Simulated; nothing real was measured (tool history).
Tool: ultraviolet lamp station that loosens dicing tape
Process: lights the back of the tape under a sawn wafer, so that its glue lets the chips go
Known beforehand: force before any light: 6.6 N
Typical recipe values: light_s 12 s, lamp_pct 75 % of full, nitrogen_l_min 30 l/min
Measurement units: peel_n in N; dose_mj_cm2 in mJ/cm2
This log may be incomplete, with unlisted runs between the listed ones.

Run 1, hour 0.0: usual settings. Result: peel_n 0.499 N, dose_mj_cm2 277 mJ/cm2.
Run 2, hour 9.7: usual settings. Result: peel_n 0.497 N, dose_mj_cm2 277 mJ/cm2.
Run 3, hour 18.0: usual settings. Result: peel_n 0.496 N, dose_mj_cm2 276 mJ/cm2.
Run 4, hour 27.9: usual settings. Result: peel_n 0.507 N, dose_mj_cm2 276 mJ/cm2.
Run 5, hour 41.5: usual settings. Result: peel_n 0.523 N, dose_mj_cm2 277 mJ/cm2.
Run 6, hour 52.8: usual settings but light_s 10 s. Result: peel_n 0.756 N, dose_mj_cm2 230 mJ/cm2.
Run 7, hour 63.2: usual settings. Result: peel_n 0.506 N, dose_mj_cm2 271 mJ/cm2.
Run 8, hour 71.9: usual settings. Result: peel_n 0.537 N, dose_mj_cm2 272 mJ/cm2.
Run 9, hour 81.2: usual settings. Result: peel_n 0.538 N, dose_mj_cm2 265 mJ/cm2.
Run 10, hour 90.4: usual settings. Result: peel_n 0.523 N, dose_mj_cm2 272 mJ/cm2.
Run 11, hour 97.4: usual settings but lamp_pct 78 % of full. Result: peel_n 0.488 N, dose_mj_cm2 285 mJ/cm2.
Run 12, hour 106.7: usual settings but lamp_pct 78 % of full. Result: peel_n 0.490 N, dose_mj_cm2 273 mJ/cm2.
Run 13, hour 119.9: usual settings but lamp_pct 78 % of full. Result: peel_n 0.489 N, dose_mj_cm2 277 mJ/cm2.
Run 14, hour 130.9: usual settings but lamp_pct 78 % of full. Result: peel_n 0.492 N, dose_mj_cm2 277 mJ/cm2.
Run 15, hour 141.3: usual settings but light_s 15 s. Result: peel_n 0.343 N, dose_mj_cm2 335 mJ/cm2.
Run 16, hour 147.9: usual settings but nitrogen_l_min 11 l/min. Result: peel_n 1.170 N, dose_mj_cm2 259 mJ/cm2.
Run 17, hour 161.6: usual settings but nitrogen_l_min 11 l/min. Result: peel_n 1.154 N, dose_mj_cm2 265 mJ/cm2.
Run 18, hour 171.2: usual settings but light_s 16 s, nitrogen_l_min 11 l/min. Result: peel_n 0.697 N, dose_mj_cm2 354 mJ/cm2.
Run 19, hour 181.8: usual settings but light_s 16 s, nitrogen_l_min 11 l/min. Result: peel_n 0.722 N, dose_mj_cm2 349 mJ/cm2.
Run 20, hour 194.8: usual settings but light_s 16 s, nitrogen_l_min 11 l/min. Result: peel_n 0.680 N, dose_mj_cm2 347 mJ/cm2.
Run 21, hour 202.3: usual settings but light_s 16 s, nitrogen_l_min 11 l/min. Result: peel_n 0.677 N, dose_mj_cm2 345 mJ/cm2.
Run 22, hour 210.6: usual settings but lamp_pct 67 % of full. Result: peel_n 0.701 N, dose_mj_cm2 230 mJ/cm2.
Run 23, hour 217.6: usual settings but lamp_pct 96 % of full, nitrogen_l_min 46 l/min. Result: peel_n 0.244 N, dose_mj_cm2 329 mJ/cm2.
Run 24, hour 227.1: usual settings but lamp_pct 70 % of full, nitrogen_l_min 46 l/min. Result: peel_n 0.468 N, dose_mj_cm2 242 mJ/cm2.
Run 25, hour 238.2: usual settings but lamp_pct 70 % of full, nitrogen_l_min 46 l/min. Result: peel_n 0.499 N, dose_mj_cm2 245 mJ/cm2.
Run 26, hour 250.3: usual settings but light_s 18 s, lamp_pct 67 % of full, nitrogen_l_min 29 l/min. Result: peel_n 0.311 N, dose_mj_cm2 344 mJ/cm2.
Run 27, hour 256.1: usual settings but light_s 18 s, lamp_pct 67 % of full, nitrogen_l_min 29 l/min. Result: peel_n 0.323 N, dose_mj_cm2 346 mJ/cm2.
Run 28, hour 265.0: usual settings but light_s 10 s, lamp_pct 97 % of full, nitrogen_l_min 29 l/min. Result: peel_n 0.518 N, dose_mj_cm2 276 mJ/cm2.
Run 29, hour 278.5: usual settings but light_s 7 s, lamp_pct 89 % of full. Result: peel_n 1.220 N, dose_mj_cm2 177 mJ/cm2.
Run 30, hour 286.6: usual settings but light_s 7 s, lamp_pct 89 % of full. Result: peel_n 1.157 N, dose_mj_cm2 179 mJ/cm2.
At hour 288.3: window cleaned of glue's vapour.
Run 31, hour 300.0: usual settings but light_s 8 s, lamp_pct 100 % of full, nitrogen_l_min 25 l/min. Result: peel_n 0.882 N, dose_mj_cm2 219 mJ/cm2.
Run 32, hour 308.2: usual settings but light_s 10 s, lamp_pct 69 % of full, nitrogen_l_min 15 l/min. Result: peel_n 1.587 N, dose_mj_cm2 185 mJ/cm2.
Run 33, hour 318.5: usual settings but light_s 10 s, lamp_pct 73 % of full, nitrogen_l_min 13 l/min. Result: peel_n 1.586 N, dose_mj_cm2 195 mJ/cm2.
Run 34, hour 330.9: usual settings but light_s 8 s, nitrogen_l_min 24 l/min. Result: peel_n 1.483 N, dose_mj_cm2 165 mJ/cm2.
At hour 336.3: window cleaned of glue's vapour, once more.
Run 35, hour 342.7: usual settings but light_s 8 s, nitrogen_l_min 24 l/min. Result: peel_n 1.299 N, dose_mj_cm2 181 mJ/cm2.
Run 36, hour 350.8: usual settings but light_s 8 s, nitrogen_l_min 24 l/min. Result: peel_n 1.249 N, dose_mj_cm2 180 mJ/cm2.
Run 37, hour 357.7: usual settings but light_s 19 s, lamp_pct 69 % of full, nitrogen_l_min 24 l/min. Result: peel_n 0.265 N, dose_mj_cm2 396 mJ/cm2.
Run 38, hour 368.5: usual settings but light_s 14 s, lamp_pct 63 % of full, nitrogen_l_min 37 l/min. Result: peel_n 0.455 N, dose_mj_cm2 269 mJ/cm2.
Run 39, hour 381.2: usual settings but light_s 8 s, lamp_pct 98 % of full. Result: peel_n 0.688 N, dose_mj_cm2 239 mJ/cm2.
Run 40, hour 387.4: usual settings but light_s 8 s, lamp_pct 95 % of full, nitrogen_l_min 29 l/min. Result: peel_n 0.733 N, dose_mj_cm2 233 mJ/cm2.
Run 41, hour 398.0: usual settings but light_s 7 s, lamp_pct 86 % of full, nitrogen_l_min 56 l/min. Result: peel_n 0.779 N, dose_mj_cm2 182 mJ/cm2.
Run 42, hour 407.6: usual settings but light_s 14 s, lamp_pct 70 % of full. Result: peel_n 0.436 N, dose_mj_cm2 298 mJ/cm2.
Run 43, hour 421.5: usual settings but light_s 22 s, lamp_pct 70 % of full, nitrogen_l_min 29 l/min. Result: peel_n 0.182 N, dose_mj_cm2 462 mJ/cm2.

Some steps in peel_n, run to run, broken into two amounts with sign: the step expected even without the hidden condition (settings, incoming material, random variation), and the rest, left for the hidden condition together with whatever gauge scatter is not in both the measured and the hidden-condition-free result:
Hidden state at play: lamp's light, % of a new lamp's; light that the window lets through, % of a clean one's; drift of the gauge itself on peel_n, %; drift of the gauge itself on dose_mj_cm2, %.
Run 15 -> 16: light_s 15 -> 12, nitrogen_l_min 30 -> 11. peel_n +0.827 N: hidden state +0.142, all else +0.685.
Run 28 -> 29: light_s 10 -> 7, lamp_pct 97 -> 89, nitrogen_l_min 29 -> 30. peel_n +0.702 N: hidden state +0.139, all else +0.563.
Run 31 -> 32: light_s 8 -> 10, lamp_pct 100 -> 69, nitrogen_l_min 25 -> 15. peel_n +0.705 N: hidden state +0.122, all else +0.583.
Run 34 -> 35: window cleaned of glue's vapour, once more. peel_n -0.184 N: hidden state -0.237, all else +0.053.
Run 36 -> 37: light_s 8 -> 19, lamp_pct 75 -> 69. peel_n -0.984 N: hidden state -0.115, all else -0.869.
